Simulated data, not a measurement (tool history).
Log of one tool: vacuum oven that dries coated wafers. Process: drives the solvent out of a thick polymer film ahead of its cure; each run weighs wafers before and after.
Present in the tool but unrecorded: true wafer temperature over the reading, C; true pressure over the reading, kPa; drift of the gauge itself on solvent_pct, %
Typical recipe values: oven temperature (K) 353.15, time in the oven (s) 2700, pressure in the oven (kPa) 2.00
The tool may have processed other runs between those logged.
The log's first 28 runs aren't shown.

run,hour,oven temperature (K),time in the oven (s),pressure in the oven (kPa),hours of work since the thermocouples were calibrated,hours of work since the vacuum gauge was cleaned of residue,solvent left in the film (%)
29,1245.2,349.15,2460,3.00,602,1089,3.96
30,1301.4,349.15,2400,2.54,641,1128,3.97
31,1355.4,348.15,2340,5.31,678,1165,4.96
32,1382.6,348.15,2640,5.31,696,1184,4.54
33,1435.4,343.15,2100,3.83,733,1220,6.31
34,1472.8,342.15,3720,3.48,758,1246,4.43
# hour 1496.8: oven's thermocouples calibrated
35,1524.3,343.15,3120,1.42,19,1280,3.86
36,1581.8,363.15,3120,2.51,58,1319,0.75
37,1618.7,365.15,2700,2.00,84,1344,0.69
38,1657.5,365.15,2700,2.00,110,1371,0.80
39,1718.4,365.15,2700,2.00,152,1413,0.72
40,1760.7,344.15,1440,2.00,181,1442,6.79
41,1805.2,344.15,1440,2.00,211,1472,6.78
42,1857.8,344.15,1440,2.00,248,1508,6.73
43,1899.1,347.15,2700,2.00,276,1537,3.73
44,1947.0,365.15,4620,2.00,309,1569,0.37
45,1996.0,364.15,1920,1.69,342,1603,1.46
46,2033.4,348.15,2220,1.69,368,1629,4.23

Branching from run 46: 5 alternative next runs. What would each branch give?
A,2072.4,347.15,1620,2.62,395,1655,?
B,2072.4,352.15,1980,1.14,395,1655,?
C,2072.4,360.15,2580,2.88,395,1655,?
D,2072.4,344.15,4200,2.24,395,1655,?
E,2072.4,357.15,2160,1.40,395,1655,?

run,solvent left in the film (%)
A,5.88
B,3.64
C,1.55
D,2.99
E,2.26
What these runs would have given with no unlogged condition in the tool:
run,solvent left in the film (%)
A,5.53
B,3.30
C,1.34
D,2.63
E,1.98
